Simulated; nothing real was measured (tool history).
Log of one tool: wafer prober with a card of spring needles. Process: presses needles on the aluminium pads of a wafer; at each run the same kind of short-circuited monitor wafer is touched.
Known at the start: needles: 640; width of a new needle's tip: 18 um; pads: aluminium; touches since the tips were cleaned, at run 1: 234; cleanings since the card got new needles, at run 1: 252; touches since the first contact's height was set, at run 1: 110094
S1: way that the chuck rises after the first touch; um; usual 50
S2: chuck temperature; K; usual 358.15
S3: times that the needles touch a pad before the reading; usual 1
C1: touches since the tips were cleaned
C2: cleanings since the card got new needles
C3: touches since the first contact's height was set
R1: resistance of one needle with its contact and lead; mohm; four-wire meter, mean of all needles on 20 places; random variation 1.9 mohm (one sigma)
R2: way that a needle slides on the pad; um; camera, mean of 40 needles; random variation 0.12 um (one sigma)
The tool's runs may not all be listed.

run,hour,S1,S2,S3,C1,C2,C3,R1,R2
1,0.0,50,358.15,1,234,252,110094,213,10.81
# hour 6.8: tips cleaned on abrasive film
# hour 13.5: tips cleaned on abrasive film
# hour 20.3: tips cleaned on abrasive film
# hour 27.0: tips cleaned on abrasive film
# hour 35.5: tips cleaned on abrasive film
# hour 42.2: tips cleaned on abrasive film
# hour 49.0: tips cleaned on abrasive film
# hour 55.7: tips cleaned on abrasive film
# hour 62.5: tips cleaned on abrasive film
2,63.8,50,358.15,1,539,261,136524,218,10.84
# hour 70.5: tips cleaned on abrasive film
# hour 79.0: tips cleaned on abrasive film
# hour 85.7: tips cleaned on abrasive film
# hour 97.7: card fitted with new needles
# hour 104.5: tips cleaned on abrasive film
# hour 111.2: tips cleaned on abrasive film
# hour 118.0: tips cleaned on abrasive film
# hour 124.8: tips cleaned on abrasive film
3,125.9,50,358.15,1,468,4,11664,205,11.74
# hour 132.6: tips cleaned on abrasive film
# hour 139.4: tips cleaned on abrasive film
# hour 146.2: tips cleaned on abrasive film
# hour 152.9: tips cleaned on abrasive film
# hour 159.7: tips cleaned on abrasive film
# hour 166.4: tips cleaned on abrasive film
4,167.7,50,358.15,1,546,10,29004,205,11.56
# hour 174.5: tips cleaned on abrasive film
# hour 181.3: tips cleaned on abrasive film
# hour 188.0: tips cleaned on abrasive film
# hour 194.8: tips cleaned on abrasive film
# hour 201.5: tips cleaned on abrasive film
# hour 208.3: tips cleaned on abrasive film
5,213.5,50,358.15,1,2190,16,47988,215,11.27
# hour 215.3: tips cleaned on abrasive film
# hour 222.0: tips cleaned on abrasive film
# hour 230.4: tips cleaned on abrasive film
# hour 238.9: tips cleaned on abrasive film
# hour 245.6: tips cleaned on abrasive film
# hour 252.4: tips cleaned on abrasive film
# hour 259.2: tips cleaned on abrasive film
# hour 265.9: tips cleaned on abrasive film
# hour 272.7: tips cleaned on abrasive film
6,272.9,50,358.15,1,105,25,72582,199,11.21
# hour 279.7: tips cleaned on abrasive film
# hour 286.4: tips cleaned on abrasive film
# hour 293.2: tips cleaned on abrasive film
# hour 300.0: tips cleaned on abrasive film
7,302.0,50,358.15,1,843,29,84621,210,11.20
# hour 307.1: tips cleaned on abrasive film
# hour 313.8: tips cleaned on abrasive film
# hour 320.6: tips cleaned on abrasive film
# hour 327.3: tips cleaned on abrasive film
# hour 334.1: tips cleaned on abrasive film
8,336.2,50,358.15,1,883,34,98797,208,11.01
# hour 341.3: tips cleaned on abrasive film
# hour 349.7: tips cleaned on abrasive film
# hour 358.1: tips cleaned on abrasive film
# hour 366.6: tips cleaned on abrasive film
9,369.2,32,358.15,1,1105,38,112496,238,6.65
# hour 374.3: tips cleaned on abrasive film
# hour 381.0: tips cleaned on abrasive film
# hour 387.8: tips cleaned on abrasive film
# hour 394.6: tips cleaned on abrasive film
# hour 401.3: tips cleaned on abrasive film
10,405.2,61,391.15,2,1630,43,127421,210,13.57
# hour 408.6: tips cleaned on abrasive film
# hour 415.4: tips cleaned on abrasive film
# hour 422.1: tips cleaned on abrasive film
# hour 430.6: tips cleaned on abrasive film
11,434.8,53,358.15,2,1776,47,139693,206,11.36
# hour 438.2: tips cleaned on abrasive film
# hour 445.0: tips cleaned on abrasive film
# hour 451.7: tips cleaned on abrasive film
# hour 458.5: tips cleaned on abrasive film
# hour 465.3: tips cleaned on abrasive film
# hour 472.0: tips cleaned on abrasive film
# hour 478.8: tips cleaned on abrasive film
# hour 482.4: height of the first contact set anew
# hour 485.8: tips cleaned on abrasive film
# hour 492.6: tips cleaned on abrasive film
# hour 499.4: tips cleaned on abrasive film
12,502.5,50,310.15,2,1338,57,8336,196,11.53
# hour 507.6: tips cleaned on abrasive film
# hour 514.4: tips cleaned on abrasive film
# hour 521.2: tips cleaned on abrasive film
# hour 527.9: tips cleaned on abrasive film
# hour 536.3: tips cleaned on abrasive film
# hour 543.1: tips cleaned on abrasive film
# hour 551.5: tips cleaned on abrasive film
# hour 558.3: tips cleaned on abrasive film
13,558.6,34,310.15,2,121,65,31550,198,7.90
# hour 565.3: tips cleaned on abrasive film
# hour 572.1: tips cleaned on abrasive film
# hour 578.9: tips cleaned on abrasive film
# hour 585.6: tips cleaned on abrasive film
# hour 592.4: tips cleaned on abrasive film
# hour 599.1: tips cleaned on abrasive film
14,604.0,33,310.15,1,2034,71,50382,236,7.42
# hour 607.4: tips cleaned on abrasive film
# hour 615.8: tips cleaned on abrasive film
# hour 622.6: tips cleaned on abrasive film
# hour 631.0: tips cleaned on abrasive film
# hour 639.4: tips cleaned on abrasive film
# hour 646.2: tips cleaned on abrasive film
15,646.3,45,336.15,3,46,77,67921,199,10.08

Hidden state or all else? Some run-to-run changes of R1, split into what the settings, what came in and random variation would give without the hidden state, and what is left for the hidden state (with any gauge scatter that isn't in both results):
The hidden state here: debris on the tips, nm; way that the needles fall short of the set height, um; tips' diameter, um; drift of the gauge itself on contact_mohm, %; drift of the gauge itself on scrub_um, %.
Run 13 -> 14: S1 34 -> 33, S3 2 -> 1, tips cleaned on abrasive film, tips cleaned on abrasive film, tips cleaned on abrasive film, tips cleaned on abrasive film, tips cleaned on abrasive film, tips cleaned on abrasive film. R1 +38 mohm: hidden state +37, all else +1.
Run 14 -> 15: S1 33 -> 45, S2 310.15 -> 336.15, S3 1 -> 3, tips cleaned on abrasive film, tips cleaned on abrasive film, tips cleaned on abrasive film, tips cleaned on abrasive film, tips cleaned on abrasive film, tips cleaned on abrasive film. R1 -37 mohm: hidden state -38, all else +1.
